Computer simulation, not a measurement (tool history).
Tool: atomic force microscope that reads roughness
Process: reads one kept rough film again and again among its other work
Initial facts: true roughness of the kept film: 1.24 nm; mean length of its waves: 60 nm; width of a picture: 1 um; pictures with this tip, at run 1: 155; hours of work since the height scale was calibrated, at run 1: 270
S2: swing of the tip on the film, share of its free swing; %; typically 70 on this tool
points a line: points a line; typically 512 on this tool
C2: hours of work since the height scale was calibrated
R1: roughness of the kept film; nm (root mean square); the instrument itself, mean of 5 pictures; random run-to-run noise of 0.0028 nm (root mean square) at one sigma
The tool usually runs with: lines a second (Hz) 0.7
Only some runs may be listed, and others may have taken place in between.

{"run": 1, "hour": 0.0, "lines a second (Hz)": 0.7, "S2": 70, "points a line": 512, "pictures with this tip": 155, "C2": 270, "R1": 1.196}
{"run": 2, "hour": 12.6, "lines a second (Hz)": 0.7, "S2": 70, "points a line": 512, "pictures with this tip": 182, "C2": 280, "R1": 1.191}
{"run": 3, "hour": 37.5, "lines a second (Hz)": 0.7, "S2": 87, "points a line": 512, "pictures with this tip": 235, "C2": 299, "R1": 1.163}
{"run": 4, "hour": 57.2, "lines a second (Hz)": 1.662, "S2": 87, "points a line": 512, "pictures with this tip": 276, "C2": 315, "R1": 1.12}
{"hour": 67.5, "done": "new tip fitted"}
{"run": 5, "hour": 74.2, "lines a second (Hz)": 0.7, "S2": 70, "points a line": 512, "pictures with this tip": 14, "C2": 328, "R1": 1.211}
{"run": 6, "hour": 100.5, "lines a second (Hz)": 0.7, "S2": 70, "points a line": 512, "pictures with this tip": 70, "C2": 349, "R1": 1.204}
{"run": 7, "hour": 123.4, "lines a second (Hz)": 0.7, "S2": 70, "points a line": 512, "pictures with this tip": 119, "C2": 367, "R1": 1.203}
{"run": 8, "hour": 146.3, "lines a second (Hz)": 0.7, "S2": 70, "points a line": 512, "pictures with this tip": 167, "C2": 385, "R1": 1.198}
{"run": 9, "hour": 169.1, "lines a second (Hz)": 0.7, "S2": 70, "points a line": 512, "pictures with this tip": 216, "C2": 403, "R1": 1.194}
{"run": 10, "hour": 191.6, "lines a second (Hz)": 0.7, "S2": 70, "points a line": 512, "pictures with this tip": 264, "C2": 421, "R1": 1.189}
{"run": 11, "hour": 204.1, "lines a second (Hz)": 0.7, "S2": 64, "points a line": 512, "pictures with this tip": 290, "C2": 431, "R1": 1.188}
{"hour": 209.2, "done": "new tip fitted"}
{"run": 12, "hour": 224.7, "lines a second (Hz)": 0.7, "S2": 70, "points a line": 460, "pictures with this tip": 33, "C2": 447, "R1": 1.204}
{"run": 13, "hour": 248.0, "lines a second (Hz)": 0.7, "S2": 70, "points a line": 512, "pictures with this tip": 82, "C2": 465, "R1": 1.206}
{"run": 14, "hour": 266.7, "lines a second (Hz)": 0.7, "S2": 70, "points a line": 512, "pictures with this tip": 122, "C2": 480, "R1": 1.201}
{"run": 15, "hour": 278.7, "lines a second (Hz)": 2.528, "S2": 58, "points a line": 512, "pictures with this tip": 147, "C2": 489, "R1": 1.181}
{"hour": 282.0, "done": "height scale calibrated on a step standard"}
{"run": 16, "hour": 297.4, "lines a second (Hz)": 3.233, "S2": 68, "points a line": 707, "pictures with this tip": 185, "C2": 12, "R1": 1.15}
{"run": 17, "hour": 320.6, "lines a second (Hz)": 0.999, "S2": 87, "points a line": 512, "pictures with this tip": 234, "C2": 31, "R1": 1.149}
{"run": 18, "hour": 340.3, "lines a second (Hz)": 2.24, "S2": 56, "points a line": 512, "pictures with this tip": 276, "C2": 46, "R1": 1.183}
{"hour": 350.9, "done": "new tip fitted"}
{"run": 19, "hour": 360.9, "lines a second (Hz)": 3.172, "S2": 69, "points a line": 420, "pictures with this tip": 22, "C2": 62, "R1": 1.161}
{"run": 20, "hour": 379.9, "lines a second (Hz)": 0.674, "S2": 69, "points a line": 580, "pictures with this tip": 62, "C2": 77, "R1": 1.205}
{"run": 21, "hour": 406.5, "lines a second (Hz)": 0.674, "S2": 69, "points a line": 580, "pictures with this tip": 118, "C2": 98, "R1": 1.198}
{"hour": 410.4, "done": "height scale calibrated on a step standard, once more"}
{"run": 22, "hour": 424.0, "lines a second (Hz)": 0.904, "S2": 70, "points a line": 275, "pictures with this tip": 153, "C2": 11, "R1": 1.185}
{"run": 23, "hour": 449.8, "lines a second (Hz)": 0.904, "S2": 70, "points a line": 275, "pictures with this tip": 208, "C2": 31, "R1": 1.178}
{"run": 24, "hour": 468.4, "lines a second (Hz)": 0.904, "S2": 70, "points a line": 275, "pictures with this tip": 248, "C2": 46, "R1": 1.174}
{"run": 25, "hour": 484.5, "lines a second (Hz)": 1.014, "S2": 87, "points a line": 442, "pictures with this tip": 282, "C2": 59, "R1": 1.143}
{"hour": 492.8, "done": "new tip fitted"}
{"run": 26, "hour": 499.2, "lines a second (Hz)": 1.014, "S2": 87, "points a line": 698, "pictures with this tip": 14, "C2": 70, "R1": 1.173}
{"run": 27, "hour": 526.6, "lines a second (Hz)": 2.632, "S2": 68, "points a line": 468, "pictures with this tip": 72, "C2": 92, "R1": 1.166}
{"run": 28, "hour": 553.4, "lines a second (Hz)": 2.632, "S2": 68, "points a line": 468, "pictures with this tip": 129, "C2": 113, "R1": 1.16}

3 options for the next run, each taken on its own from the tool as it stands now. Forecast them:
{"run": "A", "hour": 572.3, "lines a second (Hz)": 0.926, "S2": 64, "points a line": 287, "pictures with this tip": 169, "C2": 128, "R1": "?"}
{"run": "B", "hour": 572.3, "lines a second (Hz)": 0.7, "S2": 74, "points a line": 512, "pictures with this tip": 169, "C2": 128, "R1": "?"}
{"run": "C", "hour": 572.3, "lines a second (Hz)": 2.632, "S2": 68, "points a line": 655, "pictures with this tip": 169, "C2": 128, "R1": "?"}

run=A R1=1.191
run=B R1=1.186
run=C R1=1.161
With the hidden condition removed and each run's random variation left untouched, the same runs would have given:
run=A R1=1.21
run=B R1=1.205
run=C R1=1.18

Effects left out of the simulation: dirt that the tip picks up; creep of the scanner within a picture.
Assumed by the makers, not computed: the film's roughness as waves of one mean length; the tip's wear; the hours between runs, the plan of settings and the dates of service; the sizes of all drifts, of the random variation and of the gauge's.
